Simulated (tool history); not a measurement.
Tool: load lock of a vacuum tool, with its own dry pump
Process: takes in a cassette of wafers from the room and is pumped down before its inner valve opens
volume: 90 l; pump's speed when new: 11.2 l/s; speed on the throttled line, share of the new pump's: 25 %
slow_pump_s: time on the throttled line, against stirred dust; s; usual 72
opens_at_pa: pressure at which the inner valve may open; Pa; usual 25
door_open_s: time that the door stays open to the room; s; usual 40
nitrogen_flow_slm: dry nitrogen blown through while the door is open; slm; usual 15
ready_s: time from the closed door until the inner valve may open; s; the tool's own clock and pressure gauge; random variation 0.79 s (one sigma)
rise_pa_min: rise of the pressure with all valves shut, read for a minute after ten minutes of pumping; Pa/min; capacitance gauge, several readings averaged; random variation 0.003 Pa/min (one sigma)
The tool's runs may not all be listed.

| run | hour | slow_pump_s | opens_at_pa | door_open_s | nitrogen_flow_slm | incoming humidity of the room's air, % | ready_s | rise_pa_min |
|---|---|---|---|---|---|---|---|---|
| 1 | 0.0 | 72 | 25 | 40 | 15 | 44.2 | 121.1 | 0.049 |
| 2 | 102.6 | 72 | 25 | 127 | 15 | 41.5 | 121.8 | 0.087 |
| 3 | 186.4 | 72 | 25 | 127 | 15 | 45.5 | 122.1 | 0.092 |
| 4 | 288.5 | 95 | 25 | 40 | 15 | 46.2 | 138.5 | 0.056 |
| 5 | 391.7 | 95 | 25 | 40 | 15 | 46.3 | 139.1 | 0.056 |
| 6 | 446.3 | 95 | 25 | 40 | 15 | 40.8 | 139.6 | 0.049 |
| 7 | 500.9 | 72 | 25 | 40 | 15 | 46.0 | 124.0 | 0.056 |
| 8 | 567.1 | 72 | 25 | 40 | 15 | 42.0 | 123.9 | 0.050 |
| 9 | 656.5 | 72 | 25 | 40 | 15 | 45.7 | 124.2 | 0.053 |
| 10 | 704.7 | 55 | 25 | 40 | 15 | 46.0 | 110.4 | 0.064 |
| 11 | 761.0 | 55 | 25 | 40 | 15 | 42.8 | 110.3 | 0.062 |
| 12 | 856.0 | 55 | 25 | 40 | 15 | 43.6 | 110.2 | 0.059 |
| 13 | 927.5 | 72 | 25 | 40 | 15 | 44.7 | 123.4 | 0.057 |
| 14 | 1003.1 | 72 | 25 | 40 | 15 | 43.1 | 123.2 | 0.059 |
| 15 | 1053.8 | 72 | 25 | 40 | 7 | 49.2 | 121.9 | 0.070 |
| 16 | 1129.5 | 132 | 27 | 40 | 7 | 44.7 | 165.4 | 0.067 |
| 17 | 1181.8 | 72 | 27 | 53 | 4 | 45.9 | 123.3 | 0.082 |
| 18 | 1275.6 | 57 | 27 | 53 | 4 | 43.5 | 113.0 | 0.083 |
| 19 | 1369.2 | 57 | 27 | 53 | 4 | 46.0 | 112.2 | 0.087 |
| 20 | 1440.1 | 50 | 28 | 41 | 33 | 46.9 | 106.2 | 0.064 |
| 21 | 1483.6 | 53 | 35 | 177 | 20 | 44.6 | 106.6 | 0.127 |
| 22 | 1549.0 | 94 | 25 | 117 | 15 | 46.7 | 140.4 | 0.111 |
| 23 | 1651.8 | 94 | 25 | 117 | 15 | 42.1 | 139.8 | 0.111 |
| 24 | 1751.2 | 120 | 28 | 122 | 7 | 45.4 | 157.9 | 0.127 |
| 25 | 1838.2 | 129 | 20 | 145 | 12 | 46.5 | 167.6 | 0.130 |
| 26 | 1923.3 | 72 | 20 | 161 | 12 | 43.9 | 126.0 | 0.139 |
| 27 | 2019.8 | 68 | 25 | 40 | 15 | 43.4 | 121.1 | 0.080 |
| 28 | 2090.0 | 66 | 25 | 90 | 8 | 44.0 | 119.3 | 0.114 |
| 29 | 2162.0 | 74 | 21 | 56 | 39 | 46.8 | 126.9 | 0.082 |

5 ways to go on from here, each from the tool as it stands after run 29. What would each give?
| A | 2235.0 | 74 | 21 | 56 | 9 | 46.4 | ? | ? |
| B | 2235.0 | 67 | 21 | 56 | 39 | 46.0 | ? | ? |
| C | 2235.0 | 87 | 25 | 40 | 7 | 40.9 | ? | ? |
| D | 2235.0 | 72 | 39 | 33 | 15 | 42.4 | ? | ? |
| E | 2235.0 | 74 | 25 | 51 | 15 | 44.5 | ? | ? |

| run | ready_s | rise_pa_min |
|---|---|---|
| A | 126.7 | 0.103 |
| B | 121.3 | 0.081 |
| C | 135.6 | 0.090 |
| D | 120.9 | 0.086 |
| E | 124.6 | 0.092 |
Without the tool's hidden state the same runs would have given:
| run | ready_s | rise_pa_min |
|---|---|---|
| A | 123.5 | 0.049 |
| B | 118.0 | 0.027 |
| C | 132.7 | 0.037 |
| D | 118.0 | 0.033 |
| E | 121.5 | 0.038 |
